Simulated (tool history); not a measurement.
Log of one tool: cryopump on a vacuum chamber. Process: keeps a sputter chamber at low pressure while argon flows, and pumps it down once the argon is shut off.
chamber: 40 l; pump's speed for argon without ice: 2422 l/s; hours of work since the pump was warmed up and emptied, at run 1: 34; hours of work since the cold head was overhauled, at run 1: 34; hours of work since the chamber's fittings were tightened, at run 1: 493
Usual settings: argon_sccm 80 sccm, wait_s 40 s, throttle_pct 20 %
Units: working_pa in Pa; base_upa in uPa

| run | hour | argon_sccm | wait_s | throttle_pct | hours of work since the pump was warmed up and emptied | hours of work since the cold head was overhauled | hours of work since the chamber's fittings were tightened | working_pa | base_upa |
|---|---|---|---|---|---|---|---|---|---|
| 1 | 0.0 | 80 | 40 | 20 | 34 | 34 | 493 | 0.2772 | 1.18 |
| 2 | 21.3 | 80 | 40 | 20 | 48 | 48 | 508 | 0.2763 | 1.14 |
| 3 | 49.2 | 80 | 40 | 20 | 67 | 67 | 526 | 0.2816 | 1.21 |
| 4 | 90.1 | 80 | 40 | 20 | 94 | 94 | 553 | 0.2806 | 1.23 |
| 5 | 130.7 | 80 | 40 | 20 | 121 | 121 | 580 | 0.2820 | 1.21 |
| 6 | 167.2 | 80 | 40 | 20 | 145 | 145 | 604 | 0.2805 | 1.26 |
| 7 | 209.7 | 80 | 40 | 20 | 173 | 173 | 632 | 0.2793 | 1.33 |
| 8 | 235.7 | 80 | 40 | 39 | 190 | 190 | 649 | 0.1430 | 1.36 |
| 9 | 271.5 | 80 | 40 | 39 | 214 | 214 | 673 | 0.1459 | 1.35 |
| 10 | 302.9 | 80 | 40 | 20 | 235 | 235 | 694 | 0.2818 | 1.28 |
| 11 | 333.2 | 80 | 40 | 20 | 255 | 255 | 714 | 0.2813 | 1.33 |
| 12 | 363.8 | 80 | 40 | 20 | 275 | 275 | 734 | 0.2805 | 1.40 |
| 13 | 385.5 | 80 | 40 | 20 | 289 | 289 | 748 | 0.2823 | 1.38 |
| 14 | 413.2 | 80 | 40 | 20 | 307 | 307 | 766 | 0.2825 | 1.44 |
| 15 | 449.1 | 80 | 40 | 20 | 331 | 331 | 790 | 0.2848 | 1.44 |
| 16 | 491.1 | 80 | 40 | 20 | 359 | 359 | 818 | 0.2838 | 1.47 |
| 17 | 520.0 | 80 | 40 | 20 | 378 | 378 | 837 | 0.2813 | 1.45 |
| 18 | 562.4 | 80 | 20 | 37 | 406 | 406 | 865 | 0.1541 | 2.10 |
| 19 | 598.7 | 80 | 88 | 46 | 430 | 430 | 889 | 0.1255 | 1.12 |
| 20 | 630.9 | 35 | 64 | 26 | 451 | 451 | 910 | 0.0963 | 1.27 |
| 21 | 673.9 | 38 | 69 | 42 | 480 | 480 | 939 | 0.0660 | 1.28 |
| 22 | 694.5 | 149 | 80 | 46 | 493 | 493 | 952 | 0.2348 | 1.32 |
| 23 | 723.5 | 35 | 32 | 20 | 512 | 512 | 971 | 0.1240 | 1.71 |
| 24 | 761.4 | 35 | 32 | 20 | 537 | 537 | 996 | 0.1256 | 1.78 |
| 25 | 803.9 | 89 | 32 | 37 | 565 | 565 | 1025 | 0.1729 | 1.75 |
| 26 | 830.1 | 158 | 215 | 20 | 583 | 583 | 1042 | 0.5645 | 1.12 |
| 27 | 866.8 | 53 | 40 | 16 | 607 | 607 | 1066 | 0.2345 | 1.69 |
| 28 | 898.1 | 41 | 71 | 42 | 628 | 628 | 1087 | 0.0716 | 1.46 |
| 29 | 923.6 | 41 | 71 | 20 | 645 | 645 | 1104 | 0.1461 | 1.43 |
| 30 | 952.1 | 41 | 71 | 20 | 663 | 663 | 1122 | 0.1474 | 1.49 |
| 31 | 972.0 | 41 | 71 | 20 | 677 | 677 | 1136 | 0.1466 | 1.50 |
| 32 | 1000.5 | 41 | 71 | 20 | 695 | 695 | 1154 | 0.1479 | 1.52 |
| 33 | 1024.6 | 41 | 67 | 20 | 711 | 711 | 1170 | 0.1472 | 1.59 |

Some steps in working_pa between neighbouring runs. How much of each would the tool show without its hidden state too (settings, what came in, random variation), and how much is left for the hidden state, with any gauge scatter that isn't in both results?
The hidden state here: pump's speed, % of a pump's without ice; cold plate's temperature, K; leak into the chamber, uPa l/s; drift of the gauge itself on working_pa, %; drift of the gauge itself on base_upa, %.
Run 21 -> 22: argon_sccm 38 -> 149, wait_s 69 -> 80, throttle_pct 42 -> 46. working_pa +0.1688 Pa: hidden state +0.0065, all else +0.1623.
Run 22 -> 23: argon_sccm 149 -> 35, wait_s 80 -> 32, throttle_pct 46 -> 20. working_pa -0.1108 Pa: hidden state -0.0066, all else -0.1042.
Run 25 -> 26: argon_sccm 89 -> 158, wait_s 32 -> 215, throttle_pct 37 -> 20. working_pa +0.3916 Pa: hidden state +0.0051, all else +0.3865.
Run 26 -> 27: argon_sccm 158 -> 53, wait_s 215 -> 40, throttle_pct 20 -> 16. working_pa -0.3300 Pa: hidden state -0.0072, all else -0.3228.
